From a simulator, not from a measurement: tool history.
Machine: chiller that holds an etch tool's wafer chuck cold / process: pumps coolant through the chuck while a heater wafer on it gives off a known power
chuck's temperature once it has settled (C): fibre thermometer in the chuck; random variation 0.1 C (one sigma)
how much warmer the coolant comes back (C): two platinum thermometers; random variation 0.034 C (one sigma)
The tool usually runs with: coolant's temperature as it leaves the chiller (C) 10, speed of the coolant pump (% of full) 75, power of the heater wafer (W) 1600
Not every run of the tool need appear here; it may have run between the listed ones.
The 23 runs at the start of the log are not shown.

| run | hour | coolant's temperature as it leaves the chiller (C) | speed of the coolant pump (% of full) | power of the heater wafer (W) | hours since the coolant was changed and the channels were flushed | hours since the pump was overhauled | hours since the chiller's thermometer was calibrated | chuck's temperature once it has settled (C) | how much warmer the coolant comes back (C) |
|---|---|---|---|---|---|---|---|---|---|
| 24 | 574.3 | 1 | 69 | 1698 | 3608 | 995 | 2318 | 16.1 | 6.37 |
| 25 | 592.5 | 8 | 81 | 1860 | 3626 | 1014 | 2336 | 22.8 | 5.74 |
| 26 | 615.4 | 8 | 81 | 1940 | 3649 | 1036 | 2359 | 23.3 | 6.03 |
| 27 | 636.3 | 8 | 81 | 1940 | 3670 | 1057 | 2380 | 23.2 | 6.07 |
| 28 | 658.3 | 17 | 93 | 1951 | 3692 | 1079 | 2402 | 30.7 | 5.24 |
| 29 | 673.9 | 10 | 77 | 1600 | 3707 | 1095 | 2418 | 23.2 | 5.35 |
| 30 | 705.9 | 10 | 77 | 1600 | 3739 | 1127 | 2450 | 23.1 | 5.33 |
| 31 | 731.3 | 10 | 77 | 1600 | 3765 | 1152 | 2475 | 22.9 | 5.25 |

What if the next run were any one of these 3? Each begins from the tool's condition after run 31:
| A | 750.9 | 18 | 75 | 1600 | 3784 | 1172 | 2495 | ? | ? |
| B | 750.9 | 10 | 99 | 1600 | 3784 | 1172 | 2495 | ? | ? |
| C | 750.9 | 15 | 75 | 1600 | 3784 | 1172 | 2495 | ? | ? |

| run | chuck's temperature once it has settled (C) | how much warmer the coolant comes back (C) |
|---|---|---|
| A | 31.4 | 5.52 |
| B | 20.6 | 4.02 |
| C | 28.5 | 5.49 |
With no hidden state in the tool, these same runs would have given:
| run | chuck's temperature once it has settled (C) | how much warmer the coolant comes back (C) |
|---|---|---|
| A | 31.4 | 5.37 |
| B | 20.6 | 3.87 |
| C | 28.5 | 5.34 |
